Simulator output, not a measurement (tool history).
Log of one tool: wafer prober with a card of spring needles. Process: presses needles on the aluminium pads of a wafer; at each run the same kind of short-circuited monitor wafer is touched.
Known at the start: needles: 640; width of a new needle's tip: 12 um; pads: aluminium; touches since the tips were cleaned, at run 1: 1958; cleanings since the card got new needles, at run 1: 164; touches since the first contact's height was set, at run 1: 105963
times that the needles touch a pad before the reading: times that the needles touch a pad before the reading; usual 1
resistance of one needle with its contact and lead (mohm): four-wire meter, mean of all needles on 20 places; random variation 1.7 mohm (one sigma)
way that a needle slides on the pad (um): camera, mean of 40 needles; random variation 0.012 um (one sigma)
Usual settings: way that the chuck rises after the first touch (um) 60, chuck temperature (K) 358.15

run	day	way that the chuck rises after the first touch (um)	chuck temperature (K)	times that the needles touch a pad before the reading	touches since the tips were cleaned	cleanings since the card got new needles	touches since the first contact's height was set	resistance of one needle with its contact and lead (mohm)	way that a needle slides on the pad (um)
1	0.000	60	358.15	1	1958	164	105963	172	7.39
# day 0.067: tips cleaned on abrasive film
# day 0.325: height of the first contact set anew
# day 0.388: tips cleaned on abrasive film
# day 0.700: tips cleaned on abrasive film
# day 1.012: tips cleaned on abrasive film
# day 1.321: tips cleaned on abrasive film
# day 1.633: tips cleaned on abrasive film
# day 1.883: tips cleaned on abrasive film
2	2.108	60	358.15	1	2007	171	15621	171	7.42
# day 2.175: tips cleaned on abrasive film
# day 2.488: tips cleaned on abrasive film
# day 2.796: tips cleaned on abrasive film
# day 3.108: tips cleaned on abrasive film
# day 3.421: tips cleaned on abrasive film
# day 3.733: tips cleaned on abrasive film
3	3.804	60	358.15	1	636	177	30415	171	7.43
# day 3.992: tips cleaned on abrasive film
# day 4.304: tips cleaned on abrasive film
# day 4.612: tips cleaned on abrasive film
# day 4.925: tips cleaned on abrasive film
# day 5.238: tips cleaned on abrasive film
4	5.454	60	358.15	1	1929	182	44868	175	7.44
# day 5.521: tips cleaned on abrasive film
# day 5.829: tips cleaned on abrasive film
# day 6.142: tips cleaned on abrasive film
# day 6.454: tips cleaned on abrasive film
5	6.504	60	358.15	1	457	186	54037	172	7.41
# day 6.754: tips cleaned on abrasive film
# day 7.067: tips cleaned on abrasive film
# day 7.375: tips cleaned on abrasive film
# day 7.625: tips cleaned on abrasive film
# day 7.938: tips cleaned on abrasive film
# day 8.188: tips cleaned on abrasive film
6	8.296	60	358.15	1	967	192	69707	171	7.43
# day 8.483: tips cleaned on abrasive film
# day 8.796: tips cleaned on abrasive film
# day 9.104: tips cleaned on abrasive film
# day 9.417: tips cleaned on abrasive film
# day 9.671: tips cleaned on abrasive film
7	9.671	60	358.15	1	0	197	81722	172	7.43
# day 9.983: tips cleaned on abrasive film
# day 10.292: tips cleaned on abrasive film
# day 10.604: tips cleaned on abrasive film
8	10.612	60	358.15	1	94	200	89978	168	7.42
# day 10.862: tips cleaned on abrasive film
# day 11.175: tips cleaned on abrasive film
# day 11.488: tips cleaned on abrasive film
# day 11.796: tips cleaned on abrasive film
# day 12.104: tips cleaned on abrasive film
9	12.104	43	358.15	1	0	205	103024	178	5.32
# day 12.417: tips cleaned on abrasive film
# day 12.729: tips cleaned on abrasive film
# day 12.742: height of the first contact set anew
# day 13.050: tips cleaned on abrasive film
# day 13.362: tips cleaned on abrasive film
# day 13.612: tips cleaned on abrasive film
10	13.746	43	299.15	1	1168	210	8792	164	5.34
# day 13.871: tips cleaned on abrasive film
# day 14.183: tips cleaned on abrasive film
# day 14.496: tips cleaned on abrasive film
# day 14.804: tips cleaned on abrasive film
# day 15.117: tips cleaned on abrasive film
# day 15.429: tips cleaned on abrasive film
11	15.479	60	316.15	1	454	216	23949	166	7.45
# day 15.729: tips cleaned on abrasive film
# day 16.038: tips cleaned on abrasive film
# day 16.350: tips cleaned on abrasive film
# day 16.662: tips cleaned on abrasive film
# day 16.975: tips cleaned on abrasive film
# day 17.283: tips cleaned on abrasive film
12	17.346	60	316.15	1	537	222	40278	165	7.46
# day 17.596: tips cleaned on abrasive film
# day 17.904: tips cleaned on abrasive film
# day 18.154: tips cleaned on abrasive film
# day 18.467: tips cleaned on abrasive film
13	18.633	60	316.15	1	1489	226	51569	167	7.47
# day 18.762: tips cleaned on abrasive film
# day 19.071: tips cleaned on abrasive film
# day 19.383: tips cleaned on abrasive film
# day 19.696: tips cleaned on abrasive film
# day 20.004: tips cleaned on abrasive film
# day 20.254: tips cleaned on abrasive film
# day 20.567: tips cleaned on abrasive film
14	20.571	60	362.15	1	37	233	68486	173	7.47
# day 20.821: tips cleaned on abrasive film
# day 21.133: tips cleaned on abrasive film
# day 21.442: tips cleaned on abrasive film
15	21.679	60	362.15	1	2092	236	78200	174	7.46
# day 21.746: tips cleaned on abrasive film
# day 22.054: tips cleaned on abrasive film
# day 22.367: tips cleaned on abrasive film
# day 22.679: tips cleaned on abrasive film
# day 22.988: tips cleaned on abrasive film
16	23.000	60	362.15	1	110	241	89745	171	7.48
# day 23.250: tips cleaned on abrasive film
# day 23.500: tips cleaned on abrasive film
# day 23.812: tips cleaned on abrasive film
# day 24.121: tips cleaned on abrasive film
# day 24.433: tips cleaned on abrasive film
17	24.579	60	362.15	1	1283	246	103553	175	7.45
# day 24.704: tips cleaned on abrasive film
# day 25.017: tips cleaned on abrasive film
# day 25.154: height of the first contact set anew
# day 25.279: tips cleaned on abrasive film
# day 25.592: tips cleaned on abrasive film
# day 25.900: tips cleaned on abrasive film
18	25.908	72	301.15	1	45	251	6579	163	8.96
# day 26.158: tips cleaned on abrasive film
# day 26.467: tips cleaned on abrasive film
# day 26.779: tips cleaned on abrasive film
# day 27.092: tips cleaned on abrasive film
# day 27.338: tips cleaned on abrasive film
# day 27.650: tips cleaned on abrasive film
19	27.788	72	301.15	1	1219	257	23047	160	9.00
# day 27.917: tips cleaned on abrasive film
# day 28.225: tips cleaned on abrasive film
# day 28.475: tips cleaned on abrasive film
20	28.667	72	309.15	1	1699	260	30737	161	8.99
# day 28.733: tips cleaned on abrasive film
# day 29.046: tips cleaned on abrasive film
# day 29.354: tips cleaned on abrasive film
# day 29.625: tips cleaned on abrasive film
21	29.625	72	309.15	1	0	264	39079	159	9.01
# day 29.875: tips cleaned on abrasive film
# day 30.188: tips cleaned on abrasive film
# day 30.438: tips cleaned on abrasive film
# day 30.746: tips cleaned on abrasive film
22	30.758	72	326.15	1	114	268	48996	165	8.98
# day 31.008: tips cleaned on abrasive film
# day 31.321: tips cleaned on abrasive film
# day 31.571: tips cleaned on abrasive film
# day 31.883: tips cleaned on abrasive film
# day 32.192: tips cleaned on abrasive film
23	32.204	47	326.15	1	106	273	61625	170	5.87
# day 32.454: tips cleaned on abrasive film
# day 32.704: tips cleaned on abrasive film
# day 33.017: tips cleaned on abrasive film
# day 33.325: tips cleaned on abrasive film
# day 33.450: gauge calibrated
# day 33.638: tips cleaned on abrasive film
# day 33.950: tips cleaned on abrasive film
# day 34.217: tips cleaned on abrasive film
24	34.217	47	319.15	1	0	280	79225	168	5.81

3 ways to go on from here, each from the tool as it stands after run 24. What would each give?
# day 34.529: tips cleaned on abrasive film
# day 34.842: tips cleaned on abrasive film
# day 35.150: tips cleaned on abrasive film
# day 35.400: tips cleaned on abrasive film
# day 35.712: tips cleaned on abrasive film
# day 36.025: tips cleaned on abrasive film
A	36.100	75	319.15	3	676	286	95692	?	?
# day 34.529: tips cleaned on abrasive film
# day 34.842: tips cleaned on abrasive film
# day 35.150: tips cleaned on abrasive film
# day 35.400: tips cleaned on abrasive film
# day 35.712: tips cleaned on abrasive film
# day 36.025: tips cleaned on abrasive film
B	36.100	63	342.15	1	676	286	95692	?	?
# day 34.529: tips cleaned on abrasive film
# day 34.842: tips cleaned on abrasive film
# day 35.150: tips cleaned on abrasive film
# day 35.400: tips cleaned on abrasive film
# day 35.712: tips cleaned on abrasive film
# day 36.025: tips cleaned on abrasive film
C	36.100	47	326.15	1	676	286	95692	?	?

run	resistance of one needle with its contact and lead (mohm)	way that a needle slides on the pad (um)
A	163	9.27
B	169	7.77
C	169	5.78
Without the tool's hidden state the same runs would have given:
run	resistance of one needle with its contact and lead (mohm)	way that a needle slides on the pad (um)
A	163	9.27
B	168	7.77
C	169	5.78

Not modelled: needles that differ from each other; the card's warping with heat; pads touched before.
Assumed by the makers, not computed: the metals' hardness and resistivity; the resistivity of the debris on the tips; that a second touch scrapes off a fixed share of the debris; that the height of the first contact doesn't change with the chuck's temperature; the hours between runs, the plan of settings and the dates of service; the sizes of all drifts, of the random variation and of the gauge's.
